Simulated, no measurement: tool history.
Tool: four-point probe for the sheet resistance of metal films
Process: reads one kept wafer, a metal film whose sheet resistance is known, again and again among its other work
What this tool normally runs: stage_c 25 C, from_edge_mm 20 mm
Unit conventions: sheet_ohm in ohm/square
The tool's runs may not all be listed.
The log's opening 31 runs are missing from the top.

run   hour  stage_c  from_edge_mm  sheet_ohm
 32  552.6       29            25   2.313666
 33  565.1       29            25   2.312903
 34  579.5       29            25   2.312588
 35  597.2       26            25   2.303711
 36  620.1       31             4    2.43416
 37  632.7       31             4   2.434758
 38  650.6       31             3   2.517643
 39  663.5       29            73   2.309797
 40  677.3       29            73   2.310132
 41  700.3       27            22   2.307294
 42  716.9       23            22   2.295348
 43    730       23            22   2.295033
 44  749.2       23            22   2.295339

Below are 3 alternative next runs, each starting from the tool's condition after run 44. Predict each:
  A  771.7       27             3          ?
  B  771.7       23            69          ?
  C  771.7       34            20          ?

run  sheet_ohm
  A   2.503147
  B   2.291305
  C    2.32788
Without the tool's hidden state the same runs would have given:
run  sheet_ohm
  A   2.523153
  B   2.309776
  C   2.346528
